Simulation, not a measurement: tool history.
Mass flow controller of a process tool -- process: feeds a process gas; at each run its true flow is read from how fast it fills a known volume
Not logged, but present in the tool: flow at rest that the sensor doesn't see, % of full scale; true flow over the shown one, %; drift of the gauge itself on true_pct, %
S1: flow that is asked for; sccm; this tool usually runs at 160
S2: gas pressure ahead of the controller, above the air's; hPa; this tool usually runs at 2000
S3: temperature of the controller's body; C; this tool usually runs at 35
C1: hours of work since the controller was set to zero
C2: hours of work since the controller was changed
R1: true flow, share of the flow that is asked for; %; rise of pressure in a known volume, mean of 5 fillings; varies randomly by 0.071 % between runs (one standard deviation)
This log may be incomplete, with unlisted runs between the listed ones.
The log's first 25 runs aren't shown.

run,day,S1,S2,S3,C1,C2,R1
26,276.975,108,1420,34,1537,6470,101.89
27,284.558,102,2280,26,1654,6587,102.12
28,297.221,160,1430,22,1849,6782,101.6
29,312.475,160,1430,22,2084,7017,101.79
30,319.446,63,2340,40,2191,7124,103.48
31,332.388,63,2340,40,2390,7323,103.65
32,348.25,63,2340,40,2635,7567,103.84
33,364.071,182,2140,38,2878,7811,103.57
34,374.362,182,2140,38,3037,7969,103.77

The next listed run, before its measurement:
35,383.275,160,2000,21,3174,8107,?

{"run 35": {"R1": 102.68}}
With the hidden condition absent and the run-to-run variation left alone, this run would have shown R1 99.34 %.

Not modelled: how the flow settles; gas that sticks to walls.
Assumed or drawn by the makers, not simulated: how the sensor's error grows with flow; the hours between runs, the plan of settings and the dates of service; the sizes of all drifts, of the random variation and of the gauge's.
